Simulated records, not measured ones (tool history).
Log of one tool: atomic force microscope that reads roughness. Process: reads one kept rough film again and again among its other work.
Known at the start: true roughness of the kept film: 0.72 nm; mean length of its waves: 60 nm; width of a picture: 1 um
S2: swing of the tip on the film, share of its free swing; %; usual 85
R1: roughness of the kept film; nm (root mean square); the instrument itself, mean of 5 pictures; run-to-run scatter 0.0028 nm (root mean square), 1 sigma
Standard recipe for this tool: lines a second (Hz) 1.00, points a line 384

Run 1, hour 0.0: usual settings. Result: R1 0.627 nm (root mean square).
Run 2, hour 33.3: usual settings. Result: R1 0.626 nm (root mean square).
Run 3, hour 50.0: usual settings. Result: R1 0.623 nm (root mean square).
Run 4, hour 75.7: usual settings but lines a second (Hz) 1.48. Result: R1 0.590 nm (root mean square).
Run 5, hour 106.5: usual settings but points a line 330. Result: R1 0.621 nm (root mean square).
Run 6, hour 123.7: usual settings but points a line 330. Result: R1 0.623 nm (root mean square).
Run 7, hour 141.4: usual settings but points a line 330. Result: R1 0.625 nm (root mean square).
Run 8, hour 168.5: usual settings but lines a second (Hz) 2.30, points a line 924. Result: R1 0.541 nm (root mean square).
Run 9, hour 186.2: usual settings but lines a second (Hz) 2.30, points a line 924. Result: R1 0.541 nm (root mean square).
Run 10, hour 218.7: usual settings but lines a second (Hz) 0.56, S2 87 %, points a line 687. Result: R1 0.658 nm (root mean square).
Run 11, hour 251.0: usual settings but lines a second (Hz) 0.56, S2 87 %, points a line 687. Result: R1 0.665 nm (root mean square).
Run 12, hour 270.5: usual settings but lines a second (Hz) 0.84, S2 87 %, points a line 687. Result: R1 0.632 nm (root mean square).
Run 13, hour 292.0: usual settings but lines a second (Hz) 0.84, S2 87 %, points a line 687. Result: R1 0.633 nm (root mean square).

Between the runs listed above, the log contained 4 entries, not reproduced here. Where in the sequence does each belong, and how does what the log doesn't record of the tool's condition differ from the listed run before to the listed run after?
In the gap between runs 2 and 3: new tip fitted (hour 48.0)
  radius of the tip, nm: 5.8 -> 5
In the gap between runs 5 and 6: new tip fitted (hour 109.6)
  radius of the tip, nm: 6 -> 5.3
In the gap between runs 8 and 9: new tip fitted (hour 170.7)
  radius of the tip, nm: 6 -> 5.2
In the gap between runs 10 and 11: new tip fitted (hour 234.0)
  radius of the tip, nm: 5.8 -> 5.3; height scale over the true one, %: -0.03 -> -0.04

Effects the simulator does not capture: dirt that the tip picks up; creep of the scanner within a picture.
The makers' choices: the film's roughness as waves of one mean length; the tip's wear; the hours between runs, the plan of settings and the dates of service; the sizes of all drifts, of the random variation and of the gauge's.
